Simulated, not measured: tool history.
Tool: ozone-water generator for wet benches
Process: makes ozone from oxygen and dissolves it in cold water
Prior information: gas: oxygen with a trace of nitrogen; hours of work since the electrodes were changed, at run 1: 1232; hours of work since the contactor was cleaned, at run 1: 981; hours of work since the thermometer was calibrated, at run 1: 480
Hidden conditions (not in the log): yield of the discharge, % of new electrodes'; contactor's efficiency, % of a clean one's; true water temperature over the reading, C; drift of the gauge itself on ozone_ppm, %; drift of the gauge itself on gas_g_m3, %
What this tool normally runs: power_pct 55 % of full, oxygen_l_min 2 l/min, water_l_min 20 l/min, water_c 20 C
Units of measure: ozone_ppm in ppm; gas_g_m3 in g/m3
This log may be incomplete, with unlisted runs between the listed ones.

run	day	power_pct	oxygen_l_min	water_l_min	water_c	hours of work since the electrodes were changed	hours of work since the contactor was cleaned	hours of work since the thermometer was calibrated	ozone_ppm	gas_g_m3
1	0	55	2	20	20	1232	981	480	6.4	116.1
2	1.45	55	2	20	20	1264	1012	512	6.1	116.8
3	2.996	55	2	20	20	1298	1046	546	6.1	117.7
4	4.596	55	2	20	20	1333	1082	581	6.1	115.9
5	5.292	55	2	20	25	1348	1097	597	5.9	115.4
6	6.117	55	2	20	25	1366	1115	615	5.9	116.3
7	7.725	55	2	20	25	1402	1150	650	5.8	116.5
8	9.092	55	2	20	25	1432	1180	680	5.8	117.7
9	10.446	55	2	20	25	1462	1210	710	5.9	116
10	11.208	55	2	20	21	1478	1227	727	6.1	116.4
11	11.921	55	2	20	21	1494	1243	743	6.1	116.5
12	13.271	55	2.24	20	20	1524	1272	772	6.3	107.2
13	14.871	55	1.55	20	20	1559	1308	807	5.8	133.1
14	15.608	55	2.03	20	20	1575	1324	824	6.4	115.7
15	16.588	55	2.03	20	20	1597	1345	845	6.1	115
16	17.725	55	2	22	20	1622	1370	870	5.7	116.5
17	18.7	55	1.45	20	21	1643	1392	892	5.7	136.8
18	19.779	55	1.45	21	23	1667	1415	915	5.2	138.1
19	21.154	93	1.25	21	21	1697	1446	946	7.9	228.4
20	22.479	93	1.25	21	21	1726	1475	975	7.9	229.7
21	23.638	93	1.25	21	21	1752	1500	1000	7.7	228.3
22	24.433	93	1.25	21	21	1769	1518	1018	8	229.3
23	25.592	93	1.25	21	21	1795	1543	1043	7.8	227.8
24	27.204	93	1.25	21	21	1830	1579	1079	7.7	229.1
25	28.125	93	1.25	21	21	1850	1599	1099	7.8	229.2
26	29.421	93	1.25	21	21	1879	1627	1127	7.7	230
27	30.408	55	2.86	23	22	1900	1649	1149	5.6	96.3
28	32.029	63	2.8	22	20	1936	1685	1185	6.6	108.2
29	33.588	63	2.8	22	20	1970	1719	1219	6.8	108.1
30	34.667	63	2.8	14	25	1994	1743	1243	9.1	107.4
31	35.908	48	2.8	25	25	2021	1770	1270	4.4	85.1
32	36.779	48	2.8	25	25	2041	1789	1289	4.1	86.3

Some steps in ozone_ppm between neighbouring runs. How much of each would the tool show without its hidden state too (settings, what came in, random variation), and how much is left for the hidden state, with any gauge scatter that isn't in both results?
Run 18 -> 19: power_pct 55 -> 93, oxygen_l_min 1.45 -> 1.25, water_c 23 -> 21. ozone_ppm +2.7 ppm: hidden state -0.2, all else +2.9.
Run 26 -> 27: power_pct 93 -> 55, oxygen_l_min 1.25 -> 2.86, water_l_min 21 -> 23, water_c 21 -> 22. ozone_ppm -2.1 ppm: hidden state +0.3, all else -2.4.
Run 27 -> 28: power_pct 55 -> 63, oxygen_l_min 2.86 -> 2.8, water_l_min 23 -> 22, water_c 22 -> 20. ozone_ppm +1 ppm: hidden state -0.2, all else +1.2.
Run 29 -> 30: water_l_min 22 -> 14, water_c 20 -> 25. ozone_ppm +2.3 ppm: hidden state +0, all else +2.3.
Run 30 -> 31: power_pct 63 -> 48, water_l_min 14 -> 25. ozone_ppm -4.7 ppm: hidden state +0.2, all else -4.9.
